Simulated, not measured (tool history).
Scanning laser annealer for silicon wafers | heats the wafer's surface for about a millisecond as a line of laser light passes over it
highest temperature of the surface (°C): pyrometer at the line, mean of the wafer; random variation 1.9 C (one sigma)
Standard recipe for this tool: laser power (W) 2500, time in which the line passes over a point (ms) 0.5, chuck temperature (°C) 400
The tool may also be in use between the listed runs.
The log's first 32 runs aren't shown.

| run | day | laser power (W) | time in which the line passes over a point (ms) | chuck temperature (°C) | hours of work since the window was cleaned | hours of work since the power meter was calibrated | hours of work since the optics were aligned | highest temperature of the surface (°C) |
|---|---|---|---|---|---|---|---|---|
| 33 | 47.017 | 2140 | 0.578 | 400 | 144 | 1901 | 1120 | 1046 |
| 34 | 47.958 | 2272 | 0.541 | 382 | 160 | 1917 | 1135 | 1062 |
| 35 | 49.933 | 2272 | 0.541 | 382 | 193 | 1950 | 1168 | 1057 |
| 36 | 51.617 | 2600 | 0.541 | 382 | 221 | 1978 | 1196 | 1186 |
| 37 | 52.471 | 2600 | 0.386 | 410 | 236 | 1992 | 1211 | 1111 |
| 38 | 53.492 | 2714 | 0.608 | 376 | 253 | 2009 | 1228 | 1270 |
| 39 | 54.654 | 2552 | 0.403 | 420 | 272 | 2028 | 1247 | 1116 |
| 40 | 56.021 | 2146 | 0.563 | 393 | 295 | 2051 | 1270 | 1029 |

Below are 4 alternative next runs, each starting from the tool's condition after run 40. Predict each:
|  | 56.717 | window over the wafer cleaned |
| A | 57.425 | 2339 | 0.398 | 390 | 12 | 2073 | 1292 | ? |
|  | 56.717 | window over the wafer cleaned |
| B | 57.425 | 2499 | 0.505 | 393 | 12 | 2073 | 1292 | ? |
|  | 56.717 | window over the wafer cleaned |
| C | 57.425 | 2146 | 0.563 | 432 | 12 | 2073 | 1292 | ? |
|  | 56.717 | window over the wafer cleaned |
| D | 57.425 | 2500 | 0.448 | 400 | 12 | 2073 | 1292 | ? |

| run | highest temperature of the surface (°C) |
|---|---|
| A | 1008 |
| B | 1138 |
| C | 1070 |
| D | 1109 |
Had the tool no hidden state, the same runs would have come out as:
| run | highest temperature of the surface (°C) |
|---|---|
| A | 1008 |
| B | 1138 |
| C | 1070 |
| D | 1110 |
